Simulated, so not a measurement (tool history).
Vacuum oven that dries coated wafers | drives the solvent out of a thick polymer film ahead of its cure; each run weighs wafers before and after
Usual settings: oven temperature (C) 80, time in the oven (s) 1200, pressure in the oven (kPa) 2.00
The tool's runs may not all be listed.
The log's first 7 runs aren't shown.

run,hour,oven temperature (C),time in the oven (s),pressure in the oven (kPa),solvent left in the film (%)
8,596.9,80,1200,4.73,3.85
9,689.2,80,1200,4.73,3.89
10,751.1,80,1200,4.73,3.93
11,846.6,80,1200,2.00,3.01
12,916.0,80,1200,2.00,3.05
13,1020.0,80,1200,2.00,3.01
14,1124.5,87,1200,2.00,1.24
15,1233.0,80,1200,7.62,4.52
16,1304.9,80,1140,2.00,3.17
17,1357.8,80,1140,2.00,3.07
18,1408.1,80,600,2.00,6.09
19,1483.3,80,1200,2.00,2.90
20,1554.5,73,1200,2.00,5.38
# hour 1614.5: vacuum gauge cleaned of residue and calibrated
21,1636.3,70,660,1.06,8.63
22,1685.0,70,660,1.06,8.63
23,1797.0,70,660,1.06,8.46
24,1861.9,70,1020,1.06,6.84
25,1915.5,80,1320,3.73,2.93
26,1997.3,65,1440,1.05,7.02

Run 27 comes next. What will it give?
# hour 2063.1: oven's thermocouples calibrated
27,2076.7,65,1440,1.05,?

Run 27 gave solvent left in the film (%) 7.58.
Without the tool's hidden state the same run would have given solvent left in the film (%) 7.52.

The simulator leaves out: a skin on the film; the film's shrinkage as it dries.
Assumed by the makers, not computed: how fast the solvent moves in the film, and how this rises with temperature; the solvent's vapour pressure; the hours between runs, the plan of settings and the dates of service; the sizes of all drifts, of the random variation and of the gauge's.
